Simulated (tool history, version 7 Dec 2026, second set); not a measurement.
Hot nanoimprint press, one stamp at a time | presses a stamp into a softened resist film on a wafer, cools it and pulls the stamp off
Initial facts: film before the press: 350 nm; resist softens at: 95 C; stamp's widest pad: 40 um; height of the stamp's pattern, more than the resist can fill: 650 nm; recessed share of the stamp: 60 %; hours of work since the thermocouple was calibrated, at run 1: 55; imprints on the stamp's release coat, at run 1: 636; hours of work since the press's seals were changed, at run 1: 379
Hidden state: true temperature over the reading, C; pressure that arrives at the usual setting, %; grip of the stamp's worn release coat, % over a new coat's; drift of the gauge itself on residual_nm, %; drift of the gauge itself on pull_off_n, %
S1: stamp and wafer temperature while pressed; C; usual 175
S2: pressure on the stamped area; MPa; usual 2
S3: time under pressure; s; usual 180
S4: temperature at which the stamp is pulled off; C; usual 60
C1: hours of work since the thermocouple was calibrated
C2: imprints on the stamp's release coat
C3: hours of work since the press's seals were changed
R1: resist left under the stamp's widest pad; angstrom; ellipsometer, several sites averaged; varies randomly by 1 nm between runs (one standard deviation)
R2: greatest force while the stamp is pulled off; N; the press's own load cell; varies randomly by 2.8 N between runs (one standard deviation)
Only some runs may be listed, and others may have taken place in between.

run,hour,S1,S2,S3,S4,C1,C2,C3,R1,R2
1,0,175,2,180,60,55,636,379,1528,163
2,67.1,175,2,180,60,107,1000,431,1523,180
# hour 77.6: stamp cleaned and given a new release coat
3,120.6,175,2,180,60,144,233,468,1528,144
4,157.3,175,2.85,180,60,173,432,496,1253,154
5,186.2,175,2.85,180,60,195,589,519,1239,163
6,239.6,175,2.85,180,60,236,878,560,1228,167
# hour 272.3: stamp cleaned and given a new release coat
7,301.6,175,2.85,180,60,280,159,603,1226,133
8,337.8,175,2,97,60,308,355,632,1839,149
9,402.5,175,2,97,60,358,706,682,1835,166
10,454,175,2,211,60,398,986,722,1406,174
# hour 468: stamp cleaned and given a new release coat
11,499.3,175,2,211,60,429,170,752,1381,131
12,532.7,175,2,180,60,455,351,778,1468,147
13,595.7,175,2,180,60,504,693,827,1462,163
14,630.2,175,2,120,45,530,880,854,1654,217
# hour 661.5: stamp cleaned and given a new release coat
# hour 680.2: plate thermocouple calibrated
15,697.4,181,2.21,338,49,13,178,899,998,172
16,751.6,177,1.53,319,66,55,472,941,1410,136
17,815.7,177,1.53,319,66,105,820,991,1394,149
# hour 856: stamp cleaned and given a new release coat
18,868.5,177,2.42,261,66,141,67,1027,1141,121
19,928,182,3.06,168,54,188,390,1073,1021,163
20,978.4,187,2,224,60,227,664,1112,1015,164
21,1037.9,175,1.65,123,48,273,987,1159,1888,223
# hour 1047.4: stamp cleaned and given a new release coat
22,1100.1,175,2.97,123,48,317,286,1202,1378,178
23,1150.4,175,2.97,123,48,356,559,1241,1376,190
# hour 1215.4: press's hydraulic seals changed and the load cell set to zero
24,1224.3,175,2.38,123,48,407,916,7,1532,216
# hour 1247.8: stamp cleaned and given a new release coat
25,1287.3,175,2.38,123,48,451,214,51,1499,168

Below, each run's measurement less what the same run would have read without the hidden state. Both values contain the same run-to-run variation, but the gauge's scatter may not be the same in both:
run,R1,R2
1,-2,+30
2,-9,+48
3,-16,+10
4,-14,+18
5,-17,+26
6,-23,+38
7,-28,+4
8,-49,+13
9,-59,+31
10,-57,+43
11,-61,+3
12,-67,+11
13,-74,+28
14,-85,+48
15,+17,+10
16,+9,+20
17,+1,+34
18,+4,+2
19,+8,+18
20,-7,+30
21,-31,+57
22,-12,+13
23,-18,+28
24,-76,+50
25,-82,+7

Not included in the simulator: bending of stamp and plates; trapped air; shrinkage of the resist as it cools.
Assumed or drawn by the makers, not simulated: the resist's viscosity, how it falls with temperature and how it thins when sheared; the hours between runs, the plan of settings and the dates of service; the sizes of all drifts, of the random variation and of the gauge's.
